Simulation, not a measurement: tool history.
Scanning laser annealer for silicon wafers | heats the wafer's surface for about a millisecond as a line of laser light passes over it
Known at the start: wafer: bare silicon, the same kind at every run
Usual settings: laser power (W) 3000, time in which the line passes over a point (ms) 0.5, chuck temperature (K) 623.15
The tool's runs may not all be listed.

| run | hour | laser power (W) | time in which the line passes over a point (ms) | chuck temperature (K) | highest temperature of the surface (K) |
|---|---|---|---|---|---|
| 1 | 0 | 3000 | 0.5 | 623.15 | 1421.15 |
| 2 | 12.3 | 3000 | 0.5 | 623.15 | 1419.15 |
| 3 | 31.8 | 3000 | 0.5 | 652.15 | 1444.15 |
| 4 | 42.6 | 3000 | 0.5 | 623.15 | 1421.15 |
| 5 | 54.2 | 3000 | 0.5 | 623.15 | 1414.15 |
| 6 | 74.7 | 3126 | 0.5 | 623.15 | 1453.15 |
| 7 | 95.8 | 3126 | 0.5 | 623.15 | 1451.15 |
| 8 | 120.1 | 2835 | 0.5 | 623.15 | 1361.15 |
| 9 | 130 | 2835 | 0.5 | 619.15 | 1357.15 |
| 10 | 141 | 2607 | 0.458 | 656.15 | 1303.15 |
| 11 | 153.3 | 2607 | 0.458 | 656.15 | 1296.15 |
| 12 | 169.9 | 2607 | 0.5 | 623.15 | 1293.15 |
| 13 | 187.3 | 3000 | 0.463 | 633.15 | 1390.15 |
| 14 | 208.1 | 3000 | 0.463 | 633.15 | 1389.15 |
| 15 | 225.1 | 3229 | 0.433 | 633.15 | 1429.15 |
| 16 | 241.3 | 2791 | 0.5 | 612.15 | 1333.15 |
| 17 | 252.6 | 3042 | 0.449 | 585.15 | 1338.15 |

Forecast each of these 4 alternatives for the next run:
| A | 266.6 | 3281 | 0.5 | 617.15 | ? |
| B | 266.6 | 2811 | 0.387 | 606.15 | ? |
| C | 266.6 | 3000 | 0.5 | 588.15 | ? |
| D | 266.6 | 3270 | 0.5 | 623.15 | ? |

| run | highest temperature of the surface (K) |
|---|---|
| A | 1486.15 |
| B | 1242.15 |
| C | 1368.15 |
| D | 1485.15 |
Without the tool's hidden state the same runs would have given:
| run | highest temperature of the surface (K) |
|---|---|
| A | 1524.15 |
| B | 1270.15 |
| C | 1402.15 |
| D | 1523.15 |
